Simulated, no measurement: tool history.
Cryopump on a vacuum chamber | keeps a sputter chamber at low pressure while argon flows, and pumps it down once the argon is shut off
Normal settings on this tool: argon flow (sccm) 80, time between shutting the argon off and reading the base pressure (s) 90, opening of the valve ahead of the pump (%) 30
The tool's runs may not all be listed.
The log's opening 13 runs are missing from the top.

run     day  argon flow (sccm)  time between shutting the argon off and reading the base pressure (s)  opening of the valve ahead of the pump (%)  pressure while argon flows (Pa)  pressure after the wait (uPa)
 14   8.304                 45                                                                     90                                          30                           0.1263                           1.95
 15   9.179                 45                                                                     90                                          30                           0.1267                           2.03
 16   9.867                 45                                                                     90                                          30                           0.1259                           2.05
 17  10.288                 45                                                                     90                                          30                           0.1263                           1.91
 18  11.138                 37                                                                     55                                          24                           0.1303                           2.29
 19  11.567                 93                                                                     55                                          48                           0.1653                           2.30
 20  12.242                 93                                                                     55                                          26                           0.2989                           2.24
 21  12.717                114                                                                     55                                          29                           0.3290                           2.34
 22  13.442                114                                                                     55                                          29                           0.3315                           2.34
 23  14.000                114                                                                     55                                          29                           0.3312                           2.39
 24  14.742                114                                                                     55                                          29                           0.3309                           2.39
 25  15.121                114                                                                     55                                          29                           0.3296                           2.43
 26  15.812                114                                                                     55                                          29                           0.3319                           2.31
 27  16.421                 32                                                                     90                                          19                           0.1399                           2.08
 28  16.942                 32                                                                     90                                          19                           0.1399                           2.06
 29  17.562                108                                                                     90                                          58                           0.1621                           2.17
 30  18.217                 80                                                                     90                                          18                           0.3710                           2.16
 31  18.771                 80                                                                     90                                          18                           0.3676                           2.12
 32  19.338                 54                                                                     42                                          18                           0.2511                           2.66
 33  19.733                114                                                                    193                                          32                           0.3036                           1.94
 34  20.329                 80                                                                     90                                          30                           0.2275                           2.19

4 ways to go on from here, each from the tool as it stands after run 34. What would each give?
  A  20.812                 53                                                                     90                                          33                                ?                              ?
  B  20.812                 80                                                                     93                                          24                                ?                              ?
  C  20.812                 80                                                                    107                                          57                                ?                              ?
  D  20.812                 80                                                                     50                                          30                                ?                              ?

run  pressure while argon flows (Pa)  pressure after the wait (uPa)
  A                           0.1369                           2.28
  B                           0.2783                           2.10
  C                           0.1222                           2.04
  D                           0.2251                           2.52
With no hidden state in the tool, these same runs would have given:
run  pressure while argon flows (Pa)  pressure after the wait (uPa)
  A                           0.1315                           0.65
  B                           0.2703                           0.60
  C                           0.1140                           0.51
  D                           0.2170                           0.97

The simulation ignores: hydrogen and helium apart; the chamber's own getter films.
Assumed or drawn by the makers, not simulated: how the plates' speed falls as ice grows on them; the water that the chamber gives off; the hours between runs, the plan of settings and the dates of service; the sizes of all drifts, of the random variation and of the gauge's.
